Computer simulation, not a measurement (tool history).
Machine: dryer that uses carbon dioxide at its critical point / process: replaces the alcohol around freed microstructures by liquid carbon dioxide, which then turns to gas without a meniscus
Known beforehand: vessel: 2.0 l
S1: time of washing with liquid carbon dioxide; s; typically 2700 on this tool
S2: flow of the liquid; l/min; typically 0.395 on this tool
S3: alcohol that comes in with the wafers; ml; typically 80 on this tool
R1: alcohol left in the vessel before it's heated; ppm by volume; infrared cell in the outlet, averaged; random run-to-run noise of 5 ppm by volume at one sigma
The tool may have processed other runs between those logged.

run 1 day=0.000 | S1=2700 S2=0.395 S3=80 | R1=116
run 2 day=2.208 | S1=2700 S2=0.395 S3=80 | R1=122
run 3 day=3.996 | S1=2700 S2=0.395 S3=80 | R1=129
run 4 day=5.746 | S1=2700 S2=0.395 S3=80 | R1=128
run 5 day=6.717 | S1=2700 S2=0.395 S3=80 | R1=144
run 6 day=9.075 | S1=2700 S2=0.395 S3=80 | R1=140
run 7 day=11.462 | S1=4080 S2=0.469 S3=21 | R1=102
run 8 day=13.829 | S1=2040 S2=0.414 S3=80 | R1=257
run 9 day=15.596 | S1=3600 S2=0.624 S3=80 | R1=114
run 10 day=17.012 | S1=3600 S2=0.624 S3=80 | R1=120

The next listed run, before its measurement:
run 11 day=18.212 | S1=1860 S2=0.259 S3=58 | R1=?

R1: 1443 ppm by volume
Minus the tool's unlogged condition, the same run would have read R1 986 ppm by volume.
